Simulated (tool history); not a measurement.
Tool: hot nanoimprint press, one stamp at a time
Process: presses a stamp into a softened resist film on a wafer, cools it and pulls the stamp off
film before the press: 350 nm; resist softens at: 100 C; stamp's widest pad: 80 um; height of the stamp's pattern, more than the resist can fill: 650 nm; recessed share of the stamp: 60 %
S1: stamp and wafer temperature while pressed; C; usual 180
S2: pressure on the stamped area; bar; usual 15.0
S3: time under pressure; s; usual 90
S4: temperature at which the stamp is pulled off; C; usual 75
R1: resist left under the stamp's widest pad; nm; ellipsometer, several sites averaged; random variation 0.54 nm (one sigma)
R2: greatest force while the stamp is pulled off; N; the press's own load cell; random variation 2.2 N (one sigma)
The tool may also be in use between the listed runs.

run 1 hour=0.0 | S1=180 S2=15.0 S3=90 S4=75 | R1=164.7 R2=114
run 2 hour=12.2 | S1=180 S2=15.0 S3=90 S4=75 | R1=165.6 R2=107
run 3 hour=25.7 | S1=180 S2=15.0 S3=90 S4=75 | R1=165.3 R2=113
run 4 hour=31.7 | S1=180 S2=15.0 S3=90 S4=75 | R1=164.3 R2=114
run 5 hour=39.9 | S1=181 S2=15.0 S3=90 S4=75 | R1=157.7 R2=114
run 6 hour=49.3 | S1=181 S2=15.0 S3=55 S4=75 | R1=188.0 R2=118
run 7 hour=56.0 | S1=180 S2=15.0 S3=90 S4=63 | R1=163.9 R2=138
run 8 hour=62.8 | S1=176 S2=15.0 S3=90 S4=63 | R1=194.4 R2=144
run 9 hour=73.0 | S1=180 S2=15.0 S3=90 S4=73 | R1=164.3 R2=120
run 10 hour=79.1 | S1=180 S2=15.0 S3=90 S4=73 | R1=164.4 R2=118
run 11 hour=92.6 | S1=180 S2=15.0 S3=90 S4=73 | R1=163.8 R2=124
run 12 hour=102.7 | S1=180 S2=14.8 S3=90 S4=75 | R1=164.2 R2=120
run 13 hour=114.5 | S1=180 S2=15.0 S3=139 S4=75 | R1=137.9 R2=125
run 14 hour=126.1 | S1=180 S2=15.0 S3=139 S4=75 | R1=137.1 R2=123
run 15 hour=139.6 | S1=187 S2=15.0 S3=139 S4=75 | R1=97.4 R2=130
-- hour=143.8 plate thermocouple calibrated
run 16 hour=155.9 | S1=180 S2=18.2 S3=90 S4=73 | R1=146.0 R2=134
run 17 hour=168.6 | S1=180 S2=18.2 S3=90 S4=73 | R1=146.4 R2=134
-- hour=177.3 plate thermocouple calibrated, once more
run 18 hour=181.2 | S1=180 S2=22.2 S3=51 S4=74 | R1=182.7 R2=138
run 19 hour=194.3 | S1=180 S2=22.2 S3=90 S4=82 | R1=146.9 R2=123
run 20 hour=203.6 | S1=180 S2=9.1 S3=90 S4=70 | R1=207.3 R2=153
run 21 hour=212.5 | S1=184 S2=18.8 S3=90 S4=75 | R1=130.4 R2=143
run 22 hour=224.6 | S1=184 S2=18.8 S3=90 S4=75 | R1=130.3 R2=142
run 23 hour=232.2 | S1=189 S2=9.8 S3=62 S4=67 | R1=160.0 R2=158
run 24 hour=244.1 | S1=189 S2=9.8 S3=62 S4=67 | R1=159.1 R2=168
run 25 hour=250.3 | S1=180 S2=10.3 S3=79 S4=81 | R1=205.8 R2=136
run 26 hour=262.0 | S1=180 S2=22.9 S3=50 S4=75 | R1=180.1 R2=150
run 27 hour=268.0 | S1=175 S2=19.6 S3=80 S4=75 | R1=200.8 R2=149
run 28 hour=277.3 | S1=175 S2=19.6 S3=80 S4=75 | R1=199.7 R2=151
run 29 hour=285.9 | S1=175 S2=19.6 S3=80 S4=75 | R1=199.3 R2=150

4 ways to go on from here, each from the tool as it stands after run 29. What would each give?
run A hour=295.5 | S1=188 S2=19.6 S3=80 S4=75 | R1=? R2=?
run B hour=295.5 | S1=175 S2=15.0 S3=136 S4=75 | R1=? R2=?
run C hour=295.5 | S1=168 S2=12.7 S3=90 S4=74 | R1=? R2=?
run D hour=295.5 | S1=175 S2=19.6 S3=100 S4=60 | R1=? R2=?

run=A R1=110.7 R2=152
run=B R1=183.8 R2=153
run=C R1=276.8 R2=155
run=D R1=184.2 R2=194
Without the tool's hidden state the same runs would have given:
run=A R1=110.4 R2=95
run=B R1=184.6 R2=95
run=C R1=277.9 R2=97
run=D R1=184.3 R2=120
